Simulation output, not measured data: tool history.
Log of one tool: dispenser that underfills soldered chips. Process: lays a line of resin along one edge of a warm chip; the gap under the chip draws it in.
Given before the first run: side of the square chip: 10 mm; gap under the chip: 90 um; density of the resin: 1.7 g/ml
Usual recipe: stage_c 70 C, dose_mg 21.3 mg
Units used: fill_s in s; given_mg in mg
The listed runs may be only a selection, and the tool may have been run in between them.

run	hour	stage_c	dose_mg	fill_s	given_mg
1	0.0	70	21.3	19.3	21.00
# hour 6.2: new syringe of resin
2	9.4	70	21.3	17.1	21.06
3	14.7	70	21.3	20.7	20.89
# hour 17.4: new syringe of resin
4	23.8	70	21.3	19.4	20.81
# hour 28.4: new syringe of resin
5	29.6	70	21.3	16.8	20.86
6	34.5	70	21.3	18.8	20.79
# hour 39.8: new syringe of resin
7	41.1	79	26.3	12.1	25.54
# hour 50.8: new syringe of resin
8	50.8	60	22.1	21.8	21.51
9	58.0	60	22.1	27.0	21.52
# hour 62.1: new syringe of resin
10	67.7	59	22.3	27.0	21.77
# hour 73.9: new syringe of resin
11	78.7	59	22.3	25.6	21.50

Forecast each of these 3 alternatives for the next run:
# hour 85.1: new syringe of resin
A	87.2	84	18.3	?	?
# hour 85.1: new syringe of resin
B	87.2	72	26.9	?	?
# hour 85.1: new syringe of resin
C	87.2	56	23.1	?	?

run	fill_s	given_mg
A	11.9	17.65
B	15.2	26.01
C	26.7	22.29
With no hidden state in the tool, these same runs would have given:
run	fill_s	given_mg
A	10.9	18.30
B	14.1	26.97
C	24.7	23.12
